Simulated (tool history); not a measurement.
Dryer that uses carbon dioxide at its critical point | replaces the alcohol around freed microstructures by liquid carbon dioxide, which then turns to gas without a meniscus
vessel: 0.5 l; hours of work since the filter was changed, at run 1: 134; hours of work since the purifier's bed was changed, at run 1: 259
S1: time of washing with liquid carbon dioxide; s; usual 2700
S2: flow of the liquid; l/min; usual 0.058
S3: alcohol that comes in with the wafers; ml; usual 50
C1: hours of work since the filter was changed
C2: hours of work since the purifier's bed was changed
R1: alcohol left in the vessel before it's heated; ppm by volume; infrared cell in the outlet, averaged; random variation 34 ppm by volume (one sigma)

run,hour,S1,S2,S3,C1,C2,R1
1,0,2700,0.058,50,134,259,3283
2,15.3,2700,0.058,50,140,265,3352
3,30.2,2700,0.058,50,146,271,3448
4,45.1,2700,0.056,50,152,276,4008
5,58.3,2700,0.058,50,157,282,3522
6,71.3,2700,0.058,50,162,287,3643
7,81.9,2700,0.058,50,166,291,3663
8,101.1,2700,0.08,50,174,298,983
9,115,2700,0.058,50,179,304,3726
10,127.4,2700,0.058,50,184,308,3907
11,137.9,3780,0.058,50,188,312,1074
12,146.8,3780,0.058,50,192,316,1067
13,162.4,3780,0.058,50,198,322,1072
14,179.1,2460,0.058,50,204,329,5306
15,194.5,2700,0.058,72,210,335,5766
16,207.4,2700,0.058,72,215,340,6029
17,225.8,2700,0.058,72,222,347,6077
18,237.2,2700,0.0895,72,227,351,967
19,248,2700,0.0895,72,231,355,1004
20,267.3,1800,0.058,50,238,363,12368
# hour 283.7: inlet filter changed
21,283.7,2700,0.058,50,0,369,2313
22,296.1,2700,0.058,50,5,374,2362
23,314,2700,0.0568,50,12,381,2555
24,325.7,2700,0.0568,50,16,385,2681
25,340.4,2700,0.058,23,22,391,1161
26,358.2,3060,0.0768,43,29,398,332
27,377.9,3060,0.0768,43,37,405,336
28,390.3,4320,0.0375,53,41,410,2700
29,405.6,4320,0.0375,53,47,416,2711
30,420.8,4320,0.0413,120,53,422,4136
31,437.4,4320,0.0413,120,60,429,4211
32,452.9,3480,0.0413,115,66,435,9173
33,472.4,3480,0.0413,115,73,442,9115
34,494.2,3480,0.0413,115,82,451,9507
35,508.3,3480,0.0413,115,87,456,9460
36,520.3,2700,0.0389,50,92,461,9929
37,533.5,2040,0.0734,52,97,466,3440
38,549.9,2700,0.084,50,104,472,609
39,571.8,2700,0.084,50,112,481,623
40,585.8,2520,0.0408,107,118,486,22941
41,602.5,2160,0.0706,32,124,493,2157
42,611.7,4200,0.0678,65,128,496,285
43,631.2,4200,0.0678,65,135,504,284
44,641.8,4200,0.0678,65,139,508,282
45,654.5,4200,0.0678,65,144,513,298
46,673.4,2700,0.0374,61,152,520,14914
47,685.5,2700,0.0374,35,156,525,8546

Some steps in R1 between neighbouring runs. How much of each would the tool show without its hidden state too (settings, what came in, random variation), and how much is left for the hidden state, with any gauge scatter that isn't in both results?
The hidden state here: flow that reaches the vessel past the clogged filter, %; alcohol in the recycled carbon dioxide, ppm; drift of the gauge itself on alcohol_ppm, %.
Run 19 -> 20: S1 2700 -> 1800, S2 0.0895 -> 0.058, S3 72 -> 50. R1 +11364 ppm by volume: hidden state +3741, all else +7623.
Run 20 -> 21: S1 1800 -> 2700, inlet filter changed. R1 -10055 ppm by volume: hidden state -4315, all else -5740.
Run 39 -> 40: S1 2700 -> 2520, S2 0.084 -> 0.0408, S3 50 -> 107. R1 +22318 ppm by volume: hidden state +4045, all else +18273.
Run 40 -> 41: S1 2520 -> 2160, S2 0.0408 -> 0.0706, S3 107 -> 32. R1 -20784 ppm by volume: hidden state -3661, all else -17123.
Run 45 -> 46: S1 4200 -> 2700, S2 0.0678 -> 0.0374, S3 65 -> 61. R1 +14616 ppm by volume: hidden state +3236, all else +11380.
